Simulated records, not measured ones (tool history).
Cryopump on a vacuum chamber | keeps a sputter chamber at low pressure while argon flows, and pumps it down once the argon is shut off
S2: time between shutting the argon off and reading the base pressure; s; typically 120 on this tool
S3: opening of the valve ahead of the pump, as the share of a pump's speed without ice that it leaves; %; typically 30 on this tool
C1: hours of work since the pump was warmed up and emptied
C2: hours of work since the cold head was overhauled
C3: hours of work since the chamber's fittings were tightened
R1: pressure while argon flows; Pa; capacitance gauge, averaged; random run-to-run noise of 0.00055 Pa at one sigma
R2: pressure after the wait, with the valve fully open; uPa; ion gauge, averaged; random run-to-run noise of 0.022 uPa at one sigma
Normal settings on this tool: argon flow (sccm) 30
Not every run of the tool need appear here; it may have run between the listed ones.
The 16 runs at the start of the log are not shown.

{"run": 17, "hour": 1070.5, "argon flow (sccm)": 15, "S2": 120, "S3": 30, "C1": 320, "C2": 832, "C3": 1045, "R1": 0.0394, "R2": 1.26}
{"run": 18, "hour": 1108.0, "argon flow (sccm)": 44, "S2": 72, "S3": 30, "C1": 342, "C2": 854, "C3": 1067, "R1": 0.1157, "R2": 1.55}
{"run": 19, "hour": 1174.7, "argon flow (sccm)": 44, "S2": 72, "S3": 30, "C1": 382, "C2": 894, "C3": 1107, "R1": 0.117, "R2": 1.67}
{"run": 20, "hour": 1254.0, "argon flow (sccm)": 44, "S2": 72, "S3": 30, "C1": 430, "C2": 941, "C3": 1154, "R1": 0.1182, "R2": 1.64}
{"run": 21, "hour": 1328.4, "argon flow (sccm)": 44, "S2": 72, "S3": 21, "C1": 474, "C2": 985, "C3": 1199, "R1": 0.1678, "R2": 1.67}
{"hour": 1397.6, "done": "pump warmed up, emptied and cooled again"}
{"run": 22, "hour": 1397.6, "argon flow (sccm)": 53, "S2": 160, "S3": 53, "C1": 0, "C2": 1024, "C3": 1237, "R1": 0.0776, "R2": 1.13}
{"run": 23, "hour": 1453.4, "argon flow (sccm)": 52, "S2": 160, "S3": 53, "C1": 33, "C2": 1057, "C3": 1270, "R1": 0.077, "R2": 1.15}
{"run": 24, "hour": 1513.0, "argon flow (sccm)": 21, "S2": 120, "S3": 30, "C1": 69, "C2": 1093, "C3": 1306, "R1": 0.0539, "R2": 1.29}
{"run": 25, "hour": 1568.5, "argon flow (sccm)": 24, "S2": 35, "S3": 37, "C1": 102, "C2": 1126, "C3": 1339, "R1": 0.05, "R2": 2.62}
{"run": 26, "hour": 1653.9, "argon flow (sccm)": 26, "S2": 120, "S3": 17, "C1": 153, "C2": 1177, "C3": 1390, "R1": 0.1189, "R2": 1.39}
{"run": 27, "hour": 1738.2, "argon flow (sccm)": 14, "S2": 120, "S3": 17, "C1": 203, "C2": 1227, "C3": 1440, "R1": 0.064, "R2": 1.42}
{"run": 28, "hour": 1788.7, "argon flow (sccm)": 36, "S2": 68, "S3": 21, "C1": 233, "C2": 1257, "C3": 1470, "R1": 0.1334, "R2": 1.86}
{"run": 29, "hour": 1863.9, "argon flow (sccm)": 30, "S2": 20, "S3": 30, "C1": 278, "C2": 1302, "C3": 1515, "R1": 0.0788, "R2": 3.96}
{"run": 30, "hour": 1938.2, "argon flow (sccm)": 30, "S2": 20, "S3": 30, "C1": 322, "C2": 1346, "C3": 1559, "R1": 0.0794, "R2": 4.03}
{"run": 31, "hour": 2014.8, "argon flow (sccm)": 19, "S2": 79, "S3": 46, "C1": 368, "C2": 1392, "C3": 1605, "R1": 0.0334, "R2": 1.81}
{"run": 32, "hour": 2073.3, "argon flow (sccm)": 33, "S2": 98, "S3": 58, "C1": 403, "C2": 1427, "C3": 1640, "R1": 0.048, "R2": 1.7}
{"run": 33, "hour": 2134.9, "argon flow (sccm)": 30, "S2": 120, "S3": 52, "C1": 440, "C2": 1463, "C3": 1677, "R1": 0.0481, "R2": 1.56}
{"run": 34, "hour": 2210.6, "argon flow (sccm)": 30, "S2": 120, "S3": 52, "C1": 485, "C2": 1509, "C3": 1722, "R1": 0.049, "R2": 1.62}

What if the next run were any one of these 4? Each begins from the tool's condition after run 34:
{"hour": 2261.6, "done": "pump warmed up, emptied and cooled again"}
{"run": "A", "hour": 2261.6, "argon flow (sccm)": 28, "S2": 47, "S3": 17, "C1": 0, "C2": 1536, "C3": 1749, "R1": "?", "R2": "?"}
{"hour": 2261.6, "done": "pump warmed up, emptied and cooled again"}
{"run": "B", "hour": 2261.6, "argon flow (sccm)": 16, "S2": 120, "S3": 30, "C1": 0, "C2": 1536, "C3": 1749, "R1": "?", "R2": "?"}
{"hour": 2261.6, "done": "pump warmed up, emptied and cooled again"}
{"run": "C", "hour": 2261.6, "argon flow (sccm)": 37, "S2": 120, "S3": 52, "C1": 0, "C2": 1536, "C3": 1749, "R1": "?", "R2": "?"}
{"hour": 2261.6, "done": "pump warmed up, emptied and cooled again"}
{"run": "D", "hour": 2261.6, "argon flow (sccm)": 16, "S2": 120, "S3": 52, "C1": 0, "C2": 1536, "C3": 1749, "R1": "?", "R2": "?"}

run=A R1=0.1263 R2=2.28
run=B R1=0.0414 R2=1.48
run=C R1=0.0551 R2=1.46
run=D R1=0.0237 R2=1.53
Take away the tool's hidden state, keep each run's random variation, and the runs would have read:
run=A R1=0.1256 R2=1.41
run=B R1=0.0410 R2=0.63
run=C R1=0.0542 R2=0.61
run=D R1=0.0233 R2=0.66

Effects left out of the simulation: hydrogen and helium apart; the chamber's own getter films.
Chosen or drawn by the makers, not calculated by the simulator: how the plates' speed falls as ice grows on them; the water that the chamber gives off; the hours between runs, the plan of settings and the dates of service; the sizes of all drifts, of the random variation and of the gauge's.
